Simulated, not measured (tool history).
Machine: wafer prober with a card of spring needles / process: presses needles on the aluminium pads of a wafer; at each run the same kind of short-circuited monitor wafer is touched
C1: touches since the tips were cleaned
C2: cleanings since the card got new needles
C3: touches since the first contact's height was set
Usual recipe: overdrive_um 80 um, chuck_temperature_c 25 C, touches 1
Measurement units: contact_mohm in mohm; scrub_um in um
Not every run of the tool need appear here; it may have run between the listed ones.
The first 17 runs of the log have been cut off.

-- hour=247.3 tips cleaned on abrasive film
run 18 hour=265.2 | overdrive_um=74 chuck_temperature_c=25 touches=1 | C1=4286 C2=18 C3=115843 | contact_mohm=212 scrub_um=9.93
-- hour=272.3 tips cleaned on abrasive film
run 19 hour=278.6 | overdrive_um=74 chuck_temperature_c=25 touches=1 | C1=1500 C2=19 C3=119002 | contact_mohm=195 scrub_um=9.9
run 20 hour=288.4 | overdrive_um=80 chuck_temperature_c=59 touches=1 | C1=3839 C2=19 C3=121341 | contact_mohm=209 scrub_um=10.69
-- hour=296.8 tips cleaned on abrasive film
run 21 hour=296.8 | overdrive_um=80 chuck_temperature_c=52 touches=1 | C1=0 C2=20 C3=123330 | contact_mohm=181 scrub_um=10.63
run 22 hour=314.7 | overdrive_um=80 chuck_temperature_c=52 touches=1 | C1=4266 C2=20 C3=127596 | contact_mohm=208 scrub_um=10.72
-- hour=321.6 tips cleaned on abrasive film
run 23 hour=332.8 | overdrive_um=63 chuck_temperature_c=52 touches=1 | C1=2684 C2=21 C3=131900 | contact_mohm=217 scrub_um=8.38
-- hour=346.1 tips cleaned on abrasive film
run 24 hour=347.2 | overdrive_um=80 chuck_temperature_c=27 touches=1 | C1=257 C2=22 C3=135320 | contact_mohm=178 scrub_um=10.69
run 25 hour=365.5 | overdrive_um=80 chuck_temperature_c=27 touches=2 | C1=4609 C2=22 C3=139672 | contact_mohm=189 scrub_um=10.67
-- hour=370.4 tips cleaned on abrasive film
run 26 hour=384.3 | overdrive_um=89 chuck_temperature_c=92 touches=1 | C1=3335 C2=23 C3=144158 | contact_mohm=202 scrub_um=11.94
-- hour=395.9 tips cleaned on abrasive film
run 27 hour=396.8 | overdrive_um=72 chuck_temperature_c=32 touches=2 | C1=223 C2=24 C3=147120 | contact_mohm=176 scrub_um=9.59
run 28 hour=415.4 | overdrive_um=72 chuck_temperature_c=32 touches=2 | C1=4645 C2=24 C3=151542 | contact_mohm=199 scrub_um=9.61
-- hour=420.8 tips cleaned on abrasive film
run 29 hour=431.3 | overdrive_um=77 chuck_temperature_c=59 touches=1 | C1=2509 C2=25 C3=155328 | contact_mohm=200 scrub_um=10.25
run 30 hour=441.5 | overdrive_um=77 chuck_temperature_c=59 touches=1 | C1=4936 C2=25 C3=157755 | contact_mohm=217 scrub_um=10.24
-- hour=445 tips cleaned on abrasive film
run 31 hour=460.8 | overdrive_um=77 chuck_temperature_c=59 touches=1 | C1=3758 C2=26 C3=162337 | contact_mohm=208 scrub_um=10.27
-- hour=469.7 tips cleaned on abrasive film
run 32 hour=473.2 | overdrive_um=77 chuck_temperature_c=59 touches=1 | C1=835 C2=27 C3=165265 | contact_mohm=186 scrub_um=10.29
run 33 hour=491.1 | overdrive_um=77 chuck_temperature_c=75 touches=2 | C1=5125 C2=27 C3=169555 | contact_mohm=204 scrub_um=10.27
-- hour=493.9 tips cleaned on abrasive film
run 34 hour=506.5 | overdrive_um=84 chuck_temperature_c=75 touches=2 | C1=3009 C2=28 C3=173207 | contact_mohm=196 scrub_um=11.22

Consider 4 possible next runs. They are alternatives, not a sequence: every one starts from the tool as it was left by run 34. What does each give?
-- hour=518.2 tips cleaned on abrasive film
run A hour=523.9 | overdrive_um=80 chuck_temperature_c=25 touches=2 | C1=1368 C2=29 C3=177340 | contact_mohm=? scrub_um=?
-- hour=518.2 tips cleaned on abrasive film
run B hour=523.9 | overdrive_um=80 chuck_temperature_c=49 touches=1 | C1=1368 C2=29 C3=177340 | contact_mohm=? scrub_um=?
-- hour=518.2 tips cleaned on abrasive film
run C hour=523.9 | overdrive_um=80 chuck_temperature_c=64 touches=1 | C1=1368 C2=29 C3=177340 | contact_mohm=? scrub_um=?
-- hour=518.2 tips cleaned on abrasive film
run D hour=523.9 | overdrive_um=98 chuck_temperature_c=75 touches=2 | C1=1368 C2=29 C3=177340 | contact_mohm=? scrub_um=?

run=A contact_mohm=179 scrub_um=10.65
run=B contact_mohm=193 scrub_um=10.66
run=C contact_mohm=194 scrub_um=10.66
run=D contact_mohm=183 scrub_um=13.12
Without the tool's hidden state the same runs would have given:
run=A contact_mohm=168 scrub_um=10.82
run=B contact_mohm=174 scrub_um=10.83
run=C contact_mohm=176 scrub_um=10.83
run=D contact_mohm=175 scrub_um=13.29

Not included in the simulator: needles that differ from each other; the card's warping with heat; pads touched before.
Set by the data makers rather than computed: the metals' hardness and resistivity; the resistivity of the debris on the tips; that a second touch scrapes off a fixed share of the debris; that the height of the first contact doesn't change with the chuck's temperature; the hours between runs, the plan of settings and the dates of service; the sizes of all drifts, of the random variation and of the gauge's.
